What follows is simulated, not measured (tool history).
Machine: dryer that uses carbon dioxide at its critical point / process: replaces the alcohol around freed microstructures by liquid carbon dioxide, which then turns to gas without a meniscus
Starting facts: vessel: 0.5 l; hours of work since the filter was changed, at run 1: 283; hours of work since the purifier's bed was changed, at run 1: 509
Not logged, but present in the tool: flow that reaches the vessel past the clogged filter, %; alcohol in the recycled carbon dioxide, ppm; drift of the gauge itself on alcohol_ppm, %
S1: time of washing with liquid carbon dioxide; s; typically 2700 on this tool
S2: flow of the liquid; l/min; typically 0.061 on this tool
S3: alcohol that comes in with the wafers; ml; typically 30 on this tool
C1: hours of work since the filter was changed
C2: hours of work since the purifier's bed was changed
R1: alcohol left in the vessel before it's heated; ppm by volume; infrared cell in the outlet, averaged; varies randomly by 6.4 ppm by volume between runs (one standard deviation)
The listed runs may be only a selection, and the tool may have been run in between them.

run     day    S1      S2  S3   C1   C2    R1
  1       0  2700   0.061  30  283  509   432
  2   2.167  2700  0.0794  30  320  546   132
  3   4.158  2700  0.0794  30  354  579   144
  4   6.458  1680   0.061  30  392  618  3067
  5   9.158  2700   0.061  25  438  664   484
  6  11.567  2700   0.061  25  479  705   520
  7  14.575  2700   0.061  25  530  756   574
     16.008  -- inlet filter changed
  8  17.371  2700   0.061  25   23  802   265

Expected results for the next run?
  9  19.383  2700  0.061  33  57  836   ?

For run 9 the tool returned R1 346 ppm by volume.
Had the tool carried no hidden state, the very same run would have given R1 287 ppm by volume.
